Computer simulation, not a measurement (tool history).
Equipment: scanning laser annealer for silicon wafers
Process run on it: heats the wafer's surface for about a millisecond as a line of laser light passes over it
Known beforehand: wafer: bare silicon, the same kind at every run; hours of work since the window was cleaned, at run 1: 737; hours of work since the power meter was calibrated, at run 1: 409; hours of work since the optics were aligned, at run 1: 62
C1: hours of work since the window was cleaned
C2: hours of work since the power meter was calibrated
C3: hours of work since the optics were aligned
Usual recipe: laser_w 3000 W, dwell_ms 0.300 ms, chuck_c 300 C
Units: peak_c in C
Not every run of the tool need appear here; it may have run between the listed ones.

{"run": 1, "hour": 0.0, "laser_w": 3000, "dwell_ms": 0.3, "chuck_c": 300, "C1": 737, "C2": 409, "C3": 62, "peak_c": 1069}
{"run": 2, "hour": 14.3, "laser_w": 3000, "dwell_ms": 0.3, "chuck_c": 300, "C1": 744, "C2": 416, "C3": 69, "peak_c": 1068}
{"run": 3, "hour": 23.8, "laser_w": 3000, "dwell_ms": 0.3, "chuck_c": 300, "C1": 749, "C2": 421, "C3": 74, "peak_c": 1069}
{"run": 4, "hour": 38.3, "laser_w": 3000, "dwell_ms": 0.3, "chuck_c": 300, "C1": 756, "C2": 428, "C3": 81, "peak_c": 1068}
{"run": 5, "hour": 50.5, "laser_w": 3000, "dwell_ms": 0.3, "chuck_c": 300, "C1": 762, "C2": 434, "C3": 87, "peak_c": 1071}
{"run": 6, "hour": 67.7, "laser_w": 3000, "dwell_ms": 0.3, "chuck_c": 300, "C1": 771, "C2": 443, "C3": 96, "peak_c": 1070}
{"run": 7, "hour": 87.9, "laser_w": 3000, "dwell_ms": 0.3, "chuck_c": 300, "C1": 781, "C2": 453, "C3": 106, "peak_c": 1072}
{"run": 8, "hour": 101.4, "laser_w": 3000, "dwell_ms": 0.3, "chuck_c": 300, "C1": 788, "C2": 460, "C3": 113, "peak_c": 1066}
{"run": 9, "hour": 114.6, "laser_w": 3000, "dwell_ms": 0.3, "chuck_c": 300, "C1": 795, "C2": 467, "C3": 120, "peak_c": 1068}

The next listed run, before its measurement:
{"run": 10, "hour": 134.3, "laser_w": 3000, "dwell_ms": 0.225, "chuck_c": 300, "C1": 805, "C2": 477, "C3": 130, "peak_c": "?"}

Run 10 produced peak_c 975 C.
Without the tool's hidden state the same run would have given peak_c 1000 C.
